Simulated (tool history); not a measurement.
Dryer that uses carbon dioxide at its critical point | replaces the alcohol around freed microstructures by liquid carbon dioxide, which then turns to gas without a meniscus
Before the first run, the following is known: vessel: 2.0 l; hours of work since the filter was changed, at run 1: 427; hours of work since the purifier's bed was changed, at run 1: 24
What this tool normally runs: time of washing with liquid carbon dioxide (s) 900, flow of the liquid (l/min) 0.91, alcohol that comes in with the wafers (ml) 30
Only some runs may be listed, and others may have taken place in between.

run,hour,time of washing with liquid carbon dioxide (s),flow of the liquid (l/min),alcohol that comes in with the wafers (ml),hours of work since the filter was changed,hours of work since the purifier's bed was changed,alcohol left in the vessel before it's heated (ppm by volume)
1,0,900,0.91,30,427,24,192
2,8.9,900,0.91,30,431,28,187
3,13.1,900,0.91,30,433,30,195
4,19.3,900,0.91,30,436,33,182
5,29.4,900,0.91,30,440,38,185
# hour 32.8: inlet filter changed
6,38,900,0.91,30,2,41,141
7,46.4,900,0.91,30,6,45,145
8,54.2,900,0.91,30,10,48,143
9,63.3,900,0.91,30,14,52,142
10,71.6,1320,0.91,30,18,56,35
11,81.9,540,0.561,98,22,61,8711
12,89.1,540,0.561,98,25,64,9040
13,97.1,840,0.555,43,29,68,1654
14,103.4,600,0.91,70,32,70,1490
15,109.8,1140,1.111,30,35,73,20
16,115.6,1140,1.417,66,37,76,11

Predict the results of run 17:
17,121.1,1200,1.204,49,40,78,?

{"run 17": {"alcohol left in the vessel before it's heated (ppm by volume)": 12}}
The same run, on a tool lacking any hidden state, would have yielded alcohol left in the vessel before it's heated (ppm by volume) 6.

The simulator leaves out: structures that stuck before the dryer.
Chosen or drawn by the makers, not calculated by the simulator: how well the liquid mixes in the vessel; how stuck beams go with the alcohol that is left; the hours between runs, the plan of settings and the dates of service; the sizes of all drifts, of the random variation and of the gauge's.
